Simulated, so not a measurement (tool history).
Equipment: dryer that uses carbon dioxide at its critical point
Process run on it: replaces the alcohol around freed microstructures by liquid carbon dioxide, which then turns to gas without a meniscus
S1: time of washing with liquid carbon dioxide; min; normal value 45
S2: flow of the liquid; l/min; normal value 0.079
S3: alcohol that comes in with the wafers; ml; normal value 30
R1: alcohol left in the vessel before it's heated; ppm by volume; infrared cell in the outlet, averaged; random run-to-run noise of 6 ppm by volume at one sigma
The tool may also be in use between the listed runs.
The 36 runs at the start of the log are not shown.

{"run": 37, "day": 59.258, "S1": 62, "S2": 0.0697, "S3": 113, "R1": 340}
{"run": 38, "day": 60.583, "S1": 44, "S2": 0.0659, "S3": 32, "R1": 793}
{"run": 39, "day": 62.458, "S1": 38, "S2": 0.079, "S3": 30, "R1": 654}
{"run": 40, "day": 64.354, "S1": 45, "S2": 0.0755, "S3": 64, "R1": 804}
{"run": 41, "day": 65.879, "S1": 45, "S2": 0.0755, "S3": 64, "R1": 836}
{"run": 42, "day": 67.85, "S1": 53, "S2": 0.0695, "S3": 33, "R1": 334}
{"day": 69.342, "done": "purifier's bed changed"}
{"run": 43, "day": 69.912, "S1": 53, "S2": 0.0695, "S3": 33, "R1": 290}
{"run": 44, "day": 71.212, "S1": 72, "S2": 0.079, "S3": 73, "R1": 36}
{"run": 45, "day": 72.904, "S1": 55, "S2": 0.0517, "S3": 68, "R1": 2223}
{"run": 46, "day": 75.062, "S1": 31, "S2": 0.048, "S3": 89, "R1": 20788}

Branching from run 46: 4 alternative next runs. What would each branch give?
{"run": "A", "day": 76.354, "S1": 31, "S2": 0.048, "S3": 25, "R1": "?"}
{"run": "B", "day": 76.354, "S1": 29, "S2": 0.0779, "S3": 76, "R1": "?"}
{"run": "C", "day": 76.354, "S1": 58, "S2": 0.049, "S3": 69, "R1": "?"}
{"run": "D", "day": 76.354, "S1": 54, "S2": 0.079, "S3": 42, "R1": "?"}

run=A R1=5987
run=B R1=5687
run=C R1=2340
run=D R1=181
The same runs, with their run-to-run variation unchanged, on a tool lacking any hidden condition would have given:
run=A R1=4932
run=B R1=4232
run=C R1=1617
run=D R1=101
